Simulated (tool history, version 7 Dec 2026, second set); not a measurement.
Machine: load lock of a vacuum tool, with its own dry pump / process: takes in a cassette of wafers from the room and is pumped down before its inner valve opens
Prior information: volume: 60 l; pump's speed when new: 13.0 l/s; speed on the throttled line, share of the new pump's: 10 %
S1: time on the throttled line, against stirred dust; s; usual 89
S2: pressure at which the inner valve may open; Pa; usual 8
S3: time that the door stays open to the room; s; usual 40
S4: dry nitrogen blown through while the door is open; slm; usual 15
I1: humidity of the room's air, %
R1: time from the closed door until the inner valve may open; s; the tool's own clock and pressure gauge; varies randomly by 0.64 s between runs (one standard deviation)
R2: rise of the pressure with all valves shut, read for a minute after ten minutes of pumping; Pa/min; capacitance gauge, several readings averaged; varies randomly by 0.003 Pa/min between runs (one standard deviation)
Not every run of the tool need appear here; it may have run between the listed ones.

run,hour,S1,S2,S3,S4,I1,R1,R2
1,0.0,89,8,40,15,48.4,124.5,0.439
2,539.3,89,8,40,15,45.3,122.8,0.471
# hour 682.9: door's seal changed, seat wiped
3,940.1,89,8,40,15,44.5,123.9,0.027
4,1378.1,89,8,40,15,47.5,124.2,0.041
5,1781.4,89,16,40,15,49.0,120.9,0.043
6,2237.8,89,8,40,15,46.5,124.7,0.047
7,2517.3,89,8,40,15,44.9,124.6,0.049
8,2756.6,89,8,40,38,49.2,125.2,0.043
9,2998.0,89,8,40,38,47.4,123.9,0.051
10,3411.6,89,8,40,38,45.6,125.3,0.055
11,3762.8,58,8,40,15,45.8,96.7,0.075
12,4024.5,58,8,40,15,44.0,97.6,0.079
13,4287.9,150,8,40,15,46.0,179.6,0.098
14,4695.3,150,8,40,15,50.2,179.7,0.104
15,5117.6,89,7,40,15,43.5,125.8,0.125
16,5362.6,89,8,40,15,42.6,125.8,0.124
17,5786.0,89,8,40,15,43.9,124.9,0.139
18,6140.5,89,8,40,15,41.7,125.9,0.150
19,6400.4,89,8,40,15,45.2,125.3,0.165
20,6727.8,89,8,40,15,47.5,126.2,0.175
21,7240.4,89,10,40,32,46.5,125.6,0.185
22,7588.9,150,9,112,13,42.8,180.7,0.226
23,7911.9,62,9,96,13,43.6,101.8,0.241
24,8489.9,62,9,96,13,43.9,101.4,0.265
25,8854.7,89,8,36,8,44.3,125.5,0.269
26,9299.1,89,8,36,8,44.3,125.6,0.294
27,9777.4,89,9,40,15,45.6,126.1,0.319
28,10117.6,89,9,40,15,45.2,124.4,0.324
29,10648.5,89,9,40,15,41.9,125.9,0.352
30,11165.4,89,7,40,6,47.0,127.2,0.395
31,11568.5,122,8,38,31,44.2,156.7,0.406
32,12027.5,122,8,38,25,47.1,156.6,0.434
# hour 12166.4: door's seal changed, seat wiped
33,12493.5,122,8,38,25,44.6,157.3,0.025
34,12789.2,54,10,69,18,44.0,94.6,0.036
35,13174.6,54,10,69,18,47.9,95.4,0.047
36,13729.8,96,8,32,5,49.3,132.3,0.060

Here are 4 independent what-if runs from the current tool condition. What would each one return?
A,13969.4,105,8,39,33,47.0,?,?
B,13969.4,89,8,46,12,46.4,?,?
C,13969.4,96,8,34,6,46.3,?,?
D,13969.4,140,8,32,5,47.2,?,?

run,R1,R2
A,141.7,0.048
B,127.7,0.058
C,133.5,0.055
D,173.6,0.059
What these runs would have given with no unlogged condition in the tool:
run,R1,R2
A,139.0,0.020
B,124.9,0.030
C,130.6,0.027
D,171.1,0.030
